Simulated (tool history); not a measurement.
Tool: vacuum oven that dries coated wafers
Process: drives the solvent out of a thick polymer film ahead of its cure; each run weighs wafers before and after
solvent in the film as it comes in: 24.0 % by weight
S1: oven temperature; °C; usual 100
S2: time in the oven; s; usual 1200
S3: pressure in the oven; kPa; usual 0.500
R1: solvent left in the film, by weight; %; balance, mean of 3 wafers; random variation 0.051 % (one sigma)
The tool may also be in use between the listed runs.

{"run": 1, "day": 0.0, "S1": 100, "S2": 1200, "S3": 0.5, "R1": 0.71}
{"run": 2, "day": 0.317, "S1": 100, "S2": 1200, "S3": 0.282, "R1": 0.61}
{"run": 3, "day": 0.729, "S1": 100, "S2": 1200, "S3": 0.282, "R1": 0.59}
{"run": 4, "day": 1.079, "S1": 100, "S2": 1200, "S3": 0.282, "R1": 0.71}
{"run": 5, "day": 1.454, "S1": 87, "S2": 1200, "S3": 0.5, "R1": 4.53}
{"run": 6, "day": 2.117, "S1": 87, "S2": 1200, "S3": 0.5, "R1": 4.64}
{"run": 7, "day": 2.779, "S1": 100, "S2": 1200, "S3": 0.5, "R1": 0.74}
{"run": 8, "day": 3.212, "S1": 100, "S2": 1200, "S3": 0.5, "R1": 0.83}
{"run": 9, "day": 3.517, "S1": 100, "S2": 1200, "S3": 0.5, "R1": 0.77}
{"run": 10, "day": 3.879, "S1": 100, "S2": 1200, "S3": 0.5, "R1": 0.79}
{"run": 11, "day": 4.521, "S1": 103, "S2": 1200, "S3": 0.5, "R1": 0.45}
{"run": 12, "day": 4.942, "S1": 100, "S2": 1200, "S3": 0.5, "R1": 0.79}
{"run": 13, "day": 5.512, "S1": 100, "S2": 1200, "S3": 0.809, "R1": 0.91}
{"run": 14, "day": 5.829, "S1": 110, "S2": 1620, "S3": 1.026, "R1": 0.42}
{"run": 15, "day": 6.196, "S1": 100, "S2": 1200, "S3": 0.379, "R1": 0.62}
{"run": 16, "day": 6.746, "S1": 100, "S2": 1200, "S3": 0.379, "R1": 0.71}
{"day": 6.888, "done": "oven's thermocouples calibrated"}
{"run": 17, "day": 7.246, "S1": 95, "S2": 960, "S3": 0.367, "R1": 2.19}
{"run": 18, "day": 7.638, "S1": 106, "S2": 1200, "S3": 0.5, "R1": 0.21}
{"run": 19, "day": 7.95, "S1": 98, "S2": 1260, "S3": 1.325, "R1": 1.25}
{"run": 20, "day": 8.462, "S1": 98, "S2": 1200, "S3": 1.325, "R1": 1.28}
{"run": 21, "day": 8.9, "S1": 108, "S2": 780, "S3": 1.023, "R1": 0.68}
{"run": 22, "day": 9.417, "S1": 107, "S2": 780, "S3": 0.56, "R1": 0.66}
{"run": 23, "day": 9.95, "S1": 110, "S2": 1080, "S3": 1.972, "R1": 0.77}

Forecast each of these 3 alternatives for the next run:
{"run": "A", "day": 10.258, "S1": 97, "S2": 1200, "S3": 1.224, "R1": "?"}
{"run": "B", "day": 10.258, "S1": 91, "S2": 1380, "S3": 1.489, "R1": "?"}
{"run": "C", "day": 10.258, "S1": 87, "S2": 1200, "S3": 0.268, "R1": "?"}

run=A R1=1.45
run=B R1=2.60
run=C R1=3.99
Without the tool's hidden state the same runs would have given:
run=A R1=1.96
run=B R1=3.40
run=C R1=5.16
